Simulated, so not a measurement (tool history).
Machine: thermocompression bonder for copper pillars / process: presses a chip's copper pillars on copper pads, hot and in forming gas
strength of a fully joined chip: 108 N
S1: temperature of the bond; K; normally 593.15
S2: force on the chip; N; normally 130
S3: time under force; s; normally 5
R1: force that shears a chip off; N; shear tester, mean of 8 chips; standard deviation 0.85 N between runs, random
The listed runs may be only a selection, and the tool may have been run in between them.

Run 1, hour 0.0: usual settings. Result: R1 71.4 N.
Run 2, hour 21.0: usual settings. Result: R1 70.0 N.
Run 3, hour 43.0: usual settings. Result: R1 70.4 N.
Run 4, hour 65.0: usual settings. Result: R1 70.7 N.
Run 5, hour 89.8: usual settings. Result: R1 72.0 N.
At hour 102.5: forming gas filter changed.
Run 6, hour 102.5: usual settings. Result: R1 78.6 N.
Run 7, hour 121.2: usual settings. Result: R1 78.6 N.
Run 8, hour 145.8: usual settings. Result: R1 76.6 N.
Run 9, hour 159.7: usual settings. Result: R1 76.9 N.
Run 10, hour 182.4: usual settings. Result: R1 76.8 N.
Run 11, hour 196.8: usual settings but S1 623.15 K. Result: R1 86.0 N.
Run 12, hour 207.9: usual settings but S1 623.15 K, S3 8 s. Result: R1 95.4 N.
Run 13, hour 225.4: usual settings but S1 623.15 K, S3 8 s. Result: R1 93.4 N.
Run 14, hour 250.5: usual settings. Result: R1 76.5 N.
Run 15, hour 265.2: usual settings but S3 7 s. Result: R1 81.8 N.
Run 16, hour 284.5: usual settings but S3 7 s. Result: R1 80.8 N.
Run 17, hour 295.4: usual settings but S3 7 s. Result: R1 81.2 N.
Run 18, hour 316.0: usual settings but S2 123 N, S3 7 s. Result: R1 78.4 N.
Run 19, hour 331.6: usual settings but S3 8 s. Result: R1 82.6 N.
Run 20, hour 354.0: usual settings but S1 603.15 K, S2 85 N, S3 3 s. Result: R1 51.4 N.
Run 21, hour 367.3: usual settings but S1 573.15 K, S2 186 N. Result: R1 81.6 N.
Run 22, hour 391.2: usual settings but S1 571.15 K, S2 186 N, S3 11 s. Result: R1 92.9 N.
Run 23, hour 407.5: usual settings but S2 100 N. Result: R1 62.9 N.
Run 24, hour 429.9: usual settings but S1 611.15 K, S2 97 N. Result: R1 68.0 N.

Predict the results of run 25:
Run 25, hour 448.3: usual settings but S1 612.15 K, S2 122 N. Result: R1 ?.

R1: 78.4 N
Minus the tool's unlogged condition, the same run would have read R1 83.3 N.
